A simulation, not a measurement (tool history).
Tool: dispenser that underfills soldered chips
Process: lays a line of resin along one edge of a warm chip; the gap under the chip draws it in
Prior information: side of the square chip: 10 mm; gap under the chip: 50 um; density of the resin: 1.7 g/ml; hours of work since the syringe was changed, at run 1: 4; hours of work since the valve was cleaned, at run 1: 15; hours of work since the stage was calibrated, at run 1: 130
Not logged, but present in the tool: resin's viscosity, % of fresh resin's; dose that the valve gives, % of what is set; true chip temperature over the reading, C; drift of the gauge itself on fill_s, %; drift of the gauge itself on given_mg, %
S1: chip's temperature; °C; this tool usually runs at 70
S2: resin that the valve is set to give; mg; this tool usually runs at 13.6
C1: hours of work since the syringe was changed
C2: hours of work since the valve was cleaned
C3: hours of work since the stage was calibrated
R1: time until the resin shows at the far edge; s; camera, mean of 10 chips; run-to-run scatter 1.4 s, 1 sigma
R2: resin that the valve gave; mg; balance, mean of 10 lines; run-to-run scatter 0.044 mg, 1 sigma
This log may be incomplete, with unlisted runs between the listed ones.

run	day	S1	S2	C1	C2	C3	R1	R2
1	0	70	13.6	4	15	130	165.6	13.43
# day 0.362: new syringe of resin
2	0.546	70	15.3	3	25	140	152	15.05
# day 0.954: new syringe of resin
3	0.958	70	13.6	0	32	147	134	13.15
4	1.308	63	13.6	7	38	153	240.8	13.12
# day 1.554: new syringe of resin
5	1.558	70	11.8	0	43	158	134.8	11.33
# day 2.142: new syringe of resin
6	2.142	70	13.6	0	53	168	132.2	12.91
# day 2.542: dispensing valve cleaned and set on the balance
7	2.542	70	13.6	7	0	175	173.9	13.69
# day 2.783: new syringe of resin
8	2.812	70	13.6	1	5	180	136.1	13.55
9	3.179	70	16.7	7	12	186	177.2	16.56
# day 3.404: new syringe of resin
10	3.717	70	16.7	6	21	196	166.3	16.43
# day 3.988: new syringe of resin
11	4.308	70	13.6	6	32	207	168.5	13.3
# day 4.579: new syringe of resin
12	4.604	70	13.6	0	37	212	130.3	13.21
13	5.108	70	13.6	10	46	221	189.8	13.18
# day 5.154: new syringe of resin
14	5.575	70	12.5	8	55	230	184.4	11.94
# day 5.779: new syringe of resin
# day 5.883: dispensing valve cleaned and set on the balance
15	6.021	70	13.6	4	3	237	152.7	13.54
16	6.325	70	13.6	9	8	242	193.1	13.48
# day 6.412: new syringe of resin
17	6.817	70	13.6	7	17	251	175.9	13.38
# day 6.992: new syringe of resin
18	7.121	70	13.6	2	22	257	141.9	13.32
# day 7.562: new syringe of resin
19	7.65	70	13.6	2	32	266	138.1	13.17
# day 8.154: new syringe of resin
20	8.154	70	13.6	0	41	275	133.3	13.08
21	8.638	76	11.7	9	50	284	147.7	11.17
# day 8.75: new syringe of resin
# day 9.229: dispensing valve cleaned and set on the balance
22	9.233	76	11.7	8	0	294	134.4	11.71
# day 9.375: new syringe of resin
23	9.721	76	11.7	6	9	303	124.7	11.65
# day 9.975: new syringe of resin
24	10.092	76	11.7	2	15	309	106.4	11.52
# day 10.567: new syringe of resin
25	10.621	57	15.4	1	25	319	249.2	15.07
26	11.017	71	14.6	8	32	326	168.6	14.18
# day 11.158: new syringe of resin
27	11.446	56	17	5	40	334	320.3	16.38
# day 11.733: new syringe of resin
28	11.767	58	15.6	1	46	339	244.2	15
29	12.154	56	13.6	8	53	347	371.5	12.96
# day 12.338: new syringe of resin
30	12.504	56	13.6	3	59	353	299.8	12.83
# day 12.571: dispensing valve cleaned and set on the balance
# day 12.971: new syringe of resin
31	13.146	56	13.6	3	10	364	293.7	13.48
# day 13.583: new syringe of resin
32	13.683	72	16.4	2	20	373	120.3	16.13
33	14.096	60	12.6	9	28	381	314.4	12.31
# day 14.179: new syringe of resin
34	14.367	67	12.8	3	32	386	168.8	12.52
# day 14.767: new syringe of resin
35	14.9	61	16.3	2	42	395	216.1	15.8

Here are 4 independent what-if runs from the current tool condition. What would each one return?
A	15.221	73	12.7	8	48	401	?	?
B	15.221	74	12.1	8	48	401	?	?
C	15.221	61	14.6	8	48	401	?	?
D	15.221	78	11.8	8	48	401	?	?

run	R1	R2
A	153.2	12.25
B	147.5	11.65
C	284.1	14.02
D	127.4	11.39
With no hidden state in the tool, these same runs would have given:
run	R1	R2
A	116.2	12.74
B	111.8	12.12
C	217.7	14.59
D	96.2	11.85
